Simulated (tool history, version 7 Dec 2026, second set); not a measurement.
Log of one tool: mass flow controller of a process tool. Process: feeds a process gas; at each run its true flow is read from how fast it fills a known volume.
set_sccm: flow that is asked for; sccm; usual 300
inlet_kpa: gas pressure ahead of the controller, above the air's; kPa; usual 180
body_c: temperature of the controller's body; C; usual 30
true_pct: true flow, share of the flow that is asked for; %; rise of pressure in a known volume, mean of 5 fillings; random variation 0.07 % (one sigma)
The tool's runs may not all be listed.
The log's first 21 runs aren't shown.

run    hour  set_sccm  inlet_kpa  body_c  hours of work since the controller was set to zero  hours of work since the controller was changed  true_pct
 22  1719.9       300        180      30                                                2475                                            2475     96.52
 23  1824.6       300        180      30                                                2517                                            2517     96.48
 24    1938       300        180      30                                                2562                                            2562     96.48
 25  2044.4       340        180      34                                                2605                                            2605     96.52
 26    2110       340        140      32                                                2632                                            2632     96.74
 27  2166.6       340        206      32                                                2654                                            2654     96.49
 28    2276       319        274      30                                                2698                                            2698     96.33
 29  2324.3       319        274      39                                                2718                                            2718     95.45
     2335.1  -- controller's zero set anew
 30  2407.2       319        274      39                                                  29                                            2751     94.47
 31  2495.8       269        148      33                                                  65                                            2786     94.71
 32  2575.7       300        180      21                                                  97                                            2818     96.26

Forecast run 33:
 33  2639       346        272      28                                                 122                                            2844         ?

true_pct: 95.65 %
Without the tool's hidden state the same run would have given true_pct 97.04 %.

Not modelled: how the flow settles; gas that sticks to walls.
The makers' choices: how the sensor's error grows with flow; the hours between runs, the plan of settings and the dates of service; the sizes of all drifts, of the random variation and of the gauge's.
